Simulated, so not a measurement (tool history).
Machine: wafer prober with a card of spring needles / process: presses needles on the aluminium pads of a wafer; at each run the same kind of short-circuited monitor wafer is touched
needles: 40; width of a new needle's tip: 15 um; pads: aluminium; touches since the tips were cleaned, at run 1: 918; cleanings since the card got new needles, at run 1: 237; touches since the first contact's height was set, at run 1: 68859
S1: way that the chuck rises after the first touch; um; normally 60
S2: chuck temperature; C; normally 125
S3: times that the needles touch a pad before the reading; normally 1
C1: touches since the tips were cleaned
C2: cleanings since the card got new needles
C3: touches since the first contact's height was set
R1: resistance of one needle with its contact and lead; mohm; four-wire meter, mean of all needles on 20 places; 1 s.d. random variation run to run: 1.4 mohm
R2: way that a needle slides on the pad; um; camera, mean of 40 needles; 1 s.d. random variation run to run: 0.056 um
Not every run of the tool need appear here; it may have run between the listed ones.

run	hour	S1	S2	S3	C1	C2	C3	R1	R2
1	0.0	60	125	1	918	237	68859	194	14.53
# hour 10.2: tips cleaned on abrasive film
# hour 23.0: tips cleaned on abrasive film
2	32.6	60	69	1	3391	239	80373	255	14.46
# hour 35.2: tips cleaned on abrasive film
# hour 48.1: tips cleaned on abrasive film
# hour 58.4: tips cleaned on abrasive film
3	68.4	46	69	1	3549	242	92982	341	10.98
# hour 71.0: tips cleaned on abrasive film
# hour 81.3: tips cleaned on abrasive film
# hour 94.1: tips cleaned on abrasive film
4	99.0	46	69	1	1748	245	103788	289	10.83
# hour 106.8: tips cleaned on abrasive film
# hour 117.1: tips cleaned on abrasive film
# hour 129.9: tips cleaned on abrasive film
# hour 142.8: tips cleaned on abrasive film
5	149.0	46	69	1	2230	249	121418	309	10.71
# hour 154.2: tips cleaned on abrasive film
# hour 164.5: tips cleaned on abrasive film
# hour 177.4: tips cleaned on abrasive film
# hour 187.9: height of the first contact set anew
# hour 190.5: tips cleaned on abrasive film
6	195.6	66	49	1	1827	253	2732	198	16.52
# hour 200.9: tips cleaned on abrasive film
# hour 211.2: tips cleaned on abrasive film
# hour 224.0: tips cleaned on abrasive film
# hour 234.3: tips cleaned on abrasive film
# hour 247.2: tips cleaned on abrasive film
7	254.5	58	57	1	2619	258	23497	243	14.25
# hour 259.7: tips cleaned on abrasive film
# hour 270.0: tips cleaned on abrasive film
# hour 280.3: tips cleaned on abrasive film
# hour 293.2: tips cleaned on abrasive film
# hour 306.0: tips cleaned on abrasive film
8	313.8	79	43	2	2763	263	44377	164	19.29
# hour 316.4: tips cleaned on abrasive film
# hour 326.7: tips cleaned on abrasive film
# hour 339.5: tips cleaned on abrasive film
# hour 351.2: tips cleaned on abrasive film
9	351.2	63	54	1	0	267	57550	144	15.36
# hour 361.5: tips cleaned on abrasive film
# hour 374.4: tips cleaned on abrasive film
# hour 384.6: tips cleaned on abrasive film
# hour 397.5: tips cleaned on abrasive film
# hour 409.9: tips cleaned on abrasive film
10	409.9	58	88	1	0	272	78233	144	13.98

3 options for the next run, each taken on its own from the tool as it stands now. Forecast them:
# hour 422.7: tips cleaned on abrasive film
# hour 435.6: tips cleaned on abrasive film
# hour 448.4: tips cleaned on abrasive film
# hour 461.3: tips cleaned on abrasive film
# hour 474.1: tips cleaned on abrasive film
A	475.4	78	88	1	454	277	101334	?	?
# hour 422.7: tips cleaned on abrasive film
# hour 435.6: tips cleaned on abrasive film
# hour 448.4: tips cleaned on abrasive film
# hour 461.3: tips cleaned on abrasive film
# hour 474.1: tips cleaned on abrasive film
B	475.4	60	125	2	454	277	101334	?	?
# hour 422.7: tips cleaned on abrasive film
# hour 435.6: tips cleaned on abrasive film
# hour 448.4: tips cleaned on abrasive film
# hour 461.3: tips cleaned on abrasive film
# hour 474.1: tips cleaned on abrasive film
C	475.4	46	88	3	454	277	101334	?	?

run	R1	R2
A	147	18.80
B	160	14.25
C	167	10.84
The same runs, with their run-to-run variation unchanged, on a tool lacking any hidden condition would have given:
run	R1	R2
A	119	19.40
B	129	14.85
C	130	11.43
